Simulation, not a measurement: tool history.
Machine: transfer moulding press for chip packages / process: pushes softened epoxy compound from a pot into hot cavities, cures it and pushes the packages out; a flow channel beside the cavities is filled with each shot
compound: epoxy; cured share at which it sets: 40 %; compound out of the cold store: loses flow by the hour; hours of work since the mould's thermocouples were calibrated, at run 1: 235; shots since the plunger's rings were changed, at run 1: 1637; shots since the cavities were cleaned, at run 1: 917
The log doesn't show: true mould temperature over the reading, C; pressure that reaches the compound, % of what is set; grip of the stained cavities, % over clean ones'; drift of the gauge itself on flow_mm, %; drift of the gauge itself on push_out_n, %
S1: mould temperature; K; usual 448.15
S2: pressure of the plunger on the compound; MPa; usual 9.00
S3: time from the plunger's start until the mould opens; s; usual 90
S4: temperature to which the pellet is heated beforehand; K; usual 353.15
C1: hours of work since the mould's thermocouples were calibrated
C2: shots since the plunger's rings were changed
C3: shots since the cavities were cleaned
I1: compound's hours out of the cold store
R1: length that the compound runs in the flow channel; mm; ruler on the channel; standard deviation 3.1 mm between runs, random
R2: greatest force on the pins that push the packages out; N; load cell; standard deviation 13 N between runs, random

run	day	S1	S2	S3	S4	C1	C2	C3	I1	R1	R2
1	0.000	448.15	9.00	90	353.15	235	1637	917	42.5	914	883
# day 0.104: cavities cleaned with cleaning compound and waxed
2	0.379	448.15	9.00	90	353.15	240	1725	76	22.8	964	1053
3	0.550	448.15	9.00	90	353.15	242	1771	122	25.4	959	1043
4	0.892	448.15	9.00	90	353.15	247	1865	216	20.2	975	1059
# day 1.188: cavities cleaned with cleaning compound and waxed, once more
5	1.333	448.15	9.00	90	353.15	253	1970	41	27.6	951	680
6	1.721	448.15	9.00	90	353.15	259	2076	147	43.6	898	713
7	2.104	448.15	9.00	90	353.15	265	2182	253	35.4	929	755
8	2.383	448.15	9.00	90	353.15	269	2259	330	33.9	927	788
9	2.625	448.15	9.00	90	353.15	273	2326	397	19.1	969	832
10	2.958	448.15	9.00	90	353.15	278	2417	488	35.7	917	870
11	3.162	448.15	9.00	89	353.15	281	2474	545	10.5	1003	961
12	3.517	448.15	9.00	90	350.15	286	2572	643	38.1	918	886
13	3.817	448.15	9.00	90	350.15	290	2654	725	27.7	938	903
14	4.075	448.15	9.00	90	350.15	294	2725	796	24.5	956	923
15	4.254	448.15	9.00	90	350.15	297	2775	846	15.6	977	952
16	4.450	448.15	7.07	104	353.15	300	2828	899	23.0	850	715
# day 4.621: cavities cleaned with cleaning compound and waxed
17	4.758	448.15	7.07	100	353.15	304	2895	37	8.1	890	566
18	5.029	448.15	7.07	100	353.15	308	2970	112	38.9	809	595
19	5.367	448.15	9.04	100	352.15	313	3064	206	29.3	941	635
20	5.600	448.15	9.00	73	348.15	316	3127	269	37.6	919	1293
21	5.879	445.15	8.33	125	350.15	321	3205	347	21.7	934	624
22	6.104	445.15	8.33	125	350.15	324	3266	408	26.4	918	606

Predict the results of run 23:
23	6.338	446.15	9.03	101	350.15	327	3330	472	13.2	?	?

{"run 23": {"R1": 997, "R2": 780}}
Had the tool carried no hidden state, the very same run would have given R1 1022 mm, R2 577 N.
